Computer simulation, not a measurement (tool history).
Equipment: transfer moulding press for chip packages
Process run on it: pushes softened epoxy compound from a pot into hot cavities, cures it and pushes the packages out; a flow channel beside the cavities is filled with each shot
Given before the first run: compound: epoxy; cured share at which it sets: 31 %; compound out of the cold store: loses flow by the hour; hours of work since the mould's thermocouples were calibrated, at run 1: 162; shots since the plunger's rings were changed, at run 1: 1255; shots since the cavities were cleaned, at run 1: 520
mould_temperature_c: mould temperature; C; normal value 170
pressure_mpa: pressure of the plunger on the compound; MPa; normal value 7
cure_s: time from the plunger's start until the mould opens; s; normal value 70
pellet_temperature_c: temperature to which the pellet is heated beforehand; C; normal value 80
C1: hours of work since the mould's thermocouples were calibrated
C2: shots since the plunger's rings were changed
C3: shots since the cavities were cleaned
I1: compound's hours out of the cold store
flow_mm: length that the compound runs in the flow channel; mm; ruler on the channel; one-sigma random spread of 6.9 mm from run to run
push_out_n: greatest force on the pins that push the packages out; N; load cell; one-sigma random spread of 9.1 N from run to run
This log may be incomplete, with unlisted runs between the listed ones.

{"run": 1, "hour": 0.0, "mould_temperature_c": 170, "pressure_mpa": 7, "cure_s": 70, "pellet_temperature_c": 80, "C1": 162, "C2": 1255, "C3": 520, "I1": 19.9, "flow_mm": 821, "push_out_n": 542}
{"run": 2, "hour": 8.0, "mould_temperature_c": 170, "pressure_mpa": 7, "cure_s": 70, "pellet_temperature_c": 80, "C1": 167, "C2": 1358, "C3": 623, "I1": 33.2, "flow_mm": 761, "push_out_n": 568}
{"run": 3, "hour": 17.5, "mould_temperature_c": 170, "pressure_mpa": 7, "cure_s": 70, "pellet_temperature_c": 80, "C1": 173, "C2": 1480, "C3": 745, "I1": 22.9, "flow_mm": 807, "push_out_n": 593}
{"hour": 25.2, "done": "cavities cleaned with cleaning compound and waxed"}
{"run": 4, "hour": 31.0, "mould_temperature_c": 170, "pressure_mpa": 7, "cure_s": 104, "pellet_temperature_c": 80, "C1": 180, "C2": 1634, "C3": 75, "I1": 39.2, "flow_mm": 720, "push_out_n": 333}
{"run": 5, "hour": 37.5, "mould_temperature_c": 170, "pressure_mpa": 6.72, "cure_s": 70, "pellet_temperature_c": 80, "C1": 184, "C2": 1717, "C3": 158, "I1": 22.3, "flow_mm": 790, "push_out_n": 464}
{"run": 6, "hour": 47.3, "mould_temperature_c": 170, "pressure_mpa": 7, "cure_s": 70, "pellet_temperature_c": 88, "C1": 190, "C2": 1843, "C3": 284, "I1": 16.3, "flow_mm": 831, "push_out_n": 518}
{"run": 7, "hour": 55.9, "mould_temperature_c": 170, "pressure_mpa": 7.01, "cure_s": 70, "pellet_temperature_c": 80, "C1": 195, "C2": 1953, "C3": 394, "I1": 39.8, "flow_mm": 727, "push_out_n": 516}
{"run": 8, "hour": 62.2, "mould_temperature_c": 170, "pressure_mpa": 7.01, "cure_s": 70, "pellet_temperature_c": 80, "C1": 199, "C2": 2034, "C3": 475, "I1": 21.5, "flow_mm": 812, "push_out_n": 563}
{"run": 9, "hour": 73.4, "mould_temperature_c": 170, "pressure_mpa": 7.01, "cure_s": 70, "pellet_temperature_c": 80, "C1": 206, "C2": 2178, "C3": 619, "I1": 10.4, "flow_mm": 869, "push_out_n": 559}
{"run": 10, "hour": 80.3, "mould_temperature_c": 164, "pressure_mpa": 7, "cure_s": 70, "pellet_temperature_c": 80, "C1": 210, "C2": 2267, "C3": 708, "I1": 34.5, "flow_mm": 772, "push_out_n": 837}
{"run": 11, "hour": 87.3, "mould_temperature_c": 164, "pressure_mpa": 7, "cure_s": 70, "pellet_temperature_c": 80, "C1": 214, "C2": 2357, "C3": 798, "I1": 24.2, "flow_mm": 815, "push_out_n": 867}
{"hour": 90.9, "done": "cavities cleaned with cleaning compound and waxed"}
{"run": 12, "hour": 95.7, "mould_temperature_c": 164, "pressure_mpa": 7, "cure_s": 70, "pellet_temperature_c": 80, "C1": 218, "C2": 2445, "C3": 61, "I1": 19.7, "flow_mm": 834, "push_out_n": 679}
{"run": 13, "hour": 106.6, "mould_temperature_c": 164, "pressure_mpa": 7, "cure_s": 70, "pellet_temperature_c": 80, "C1": 225, "C2": 2585, "C3": 201, "I1": 43.8, "flow_mm": 728, "push_out_n": 664}
{"hour": 109.3, "done": "mould's thermocouples calibrated"}
{"run": 14, "hour": 114.4, "mould_temperature_c": 170, "pressure_mpa": 7, "cure_s": 70, "pellet_temperature_c": 80, "C1": 3, "C2": 2660, "C3": 276, "I1": 46.2, "flow_mm": 693, "push_out_n": 465}
{"run": 15, "hour": 123.3, "mould_temperature_c": 170, "pressure_mpa": 7, "cure_s": 70, "pellet_temperature_c": 80, "C1": 9, "C2": 2774, "C3": 390, "I1": 20, "flow_mm": 794, "push_out_n": 514}
{"run": 16, "hour": 135.2, "mould_temperature_c": 170, "pressure_mpa": 7, "cure_s": 70, "pellet_temperature_c": 80, "C1": 16, "C2": 2927, "C3": 543, "I1": 47.2, "flow_mm": 677, "push_out_n": 521}
{"run": 17, "hour": 146.4, "mould_temperature_c": 170, "pressure_mpa": 6.57, "cure_s": 110, "pellet_temperature_c": 74, "C1": 23, "C2": 3071, "C3": 687, "I1": 24.3, "flow_mm": 754, "push_out_n": 451}
{"run": 18, "hour": 152.7, "mould_temperature_c": 170, "pressure_mpa": 6.41, "cure_s": 70, "pellet_temperature_c": 80, "C1": 27, "C2": 3152, "C3": 768, "I1": 30.8, "flow_mm": 718, "push_out_n": 559}
{"hour": 158.6, "done": "cavities cleaned with cleaning compound and waxed"}
{"run": 19, "hour": 161.0, "mould_temperature_c": 167, "pressure_mpa": 7.53, "cure_s": 108, "pellet_temperature_c": 74, "C1": 31, "C2": 3239, "C3": 31, "I1": 47.7, "flow_mm": 709, "push_out_n": 319}
{"run": 20, "hour": 169.4, "mould_temperature_c": 168, "pressure_mpa": 7.53, "cure_s": 64, "pellet_temperature_c": 84, "C1": 36, "C2": 3346, "C3": 138, "I1": 12.7, "flow_mm": 879, "push_out_n": 645}
{"run": 21, "hour": 174.7, "mould_temperature_c": 168, "pressure_mpa": 7.53, "cure_s": 64, "pellet_temperature_c": 84, "C1": 39, "C2": 3415, "C3": 207, "I1": 28.6, "flow_mm": 787, "push_out_n": 639}
{"run": 22, "hour": 180.9, "mould_temperature_c": 168, "pressure_mpa": 7.53, "cure_s": 64, "pellet_temperature_c": 84, "C1": 43, "C2": 3494, "C3": 286, "I1": 21.8, "flow_mm": 821, "push_out_n": 685}
{"hour": 185.4, "done": "mould's thermocouples calibrated, once more"}
{"run": 23, "hour": 192.2, "mould_temperature_c": 165, "pressure_mpa": 7, "cure_s": 70, "pellet_temperature_c": 80, "C1": 4, "C2": 3614, "C3": 406, "I1": 42.2, "flow_mm": 717, "push_out_n": 719}
{"run": 24, "hour": 197.4, "mould_temperature_c": 170, "pressure_mpa": 7, "cure_s": 71, "pellet_temperature_c": 71, "C1": 7, "C2": 3680, "C3": 472, "I1": 15.1, "flow_mm": 813, "push_out_n": 583}
{"hour": 210.1, "done": "plunger's sealing rings changed"}
{"run": 25, "hour": 211.9, "mould_temperature_c": 170, "pressure_mpa": 7, "cure_s": 80, "pellet_temperature_c": 76, "C1": 15, "C2": 22, "C3": 626, "I1": 44.1, "flow_mm": 727, "push_out_n": 474}
{"run": 26, "hour": 219.0, "mould_temperature_c": 170, "pressure_mpa": 7.63, "cure_s": 70, "pellet_temperature_c": 80, "C1": 19, "C2": 114, "C3": 718, "I1": 25.4, "flow_mm": 849, "push_out_n": 576}
{"hour": 229.3, "done": "cavities cleaned with cleaning compound and waxed"}
{"run": 27, "hour": 229.8, "mould_temperature_c": 170, "pressure_mpa": 7, "cure_s": 107, "pellet_temperature_c": 80, "C1": 25, "C2": 234, "C3": 7, "I1": 9.2, "flow_mm": 901, "push_out_n": 318}
{"run": 28, "hour": 241.0, "mould_temperature_c": 172, "pressure_mpa": 7, "cure_s": 70, "pellet_temperature_c": 87, "C1": 32, "C2": 376, "C3": 149, "I1": 25.3, "flow_mm": 803, "push_out_n": 403}
{"run": 29, "hour": 246.5, "mould_temperature_c": 164, "pressure_mpa": 5.79, "cure_s": 58, "pellet_temperature_c": 89, "C1": 35, "C2": 448, "C3": 221, "I1": 23.8, "flow_mm": 774, "push_out_n": 1099}

Below, some changes in flow_mm between adjacent runs. For each, the amount present without the hidden state too (settings, incoming material, random variation) and the amount remaining for the hidden state with gauge scatter not shared by both compared results:
What the log doesn't record here: true mould temperature over the reading, C; pressure that reaches the compound, % of what is set; grip of the stained cavities, % over clean ones'; drift of the gauge itself on flow_mm, %; drift of the gauge itself on push_out_n, %.
Run 19 -> 20: mould_temperature_c 167 -> 168, cure_s 108 -> 64, pellet_temperature_c 74 -> 84. flow_mm +170 mm: hidden state -13, all else +183.
Run 24 -> 25: cure_s 71 -> 80, pellet_temperature_c 71 -> 76, plunger's sealing rings changed. flow_mm -86 mm: hidden state +55, all else -141.
Run 25 -> 26: pressure_mpa 7 -> 7.63, cure_s 80 -> 70, pellet_temperature_c 76 -> 80. flow_mm +122 mm: hidden state -2, all else +124.

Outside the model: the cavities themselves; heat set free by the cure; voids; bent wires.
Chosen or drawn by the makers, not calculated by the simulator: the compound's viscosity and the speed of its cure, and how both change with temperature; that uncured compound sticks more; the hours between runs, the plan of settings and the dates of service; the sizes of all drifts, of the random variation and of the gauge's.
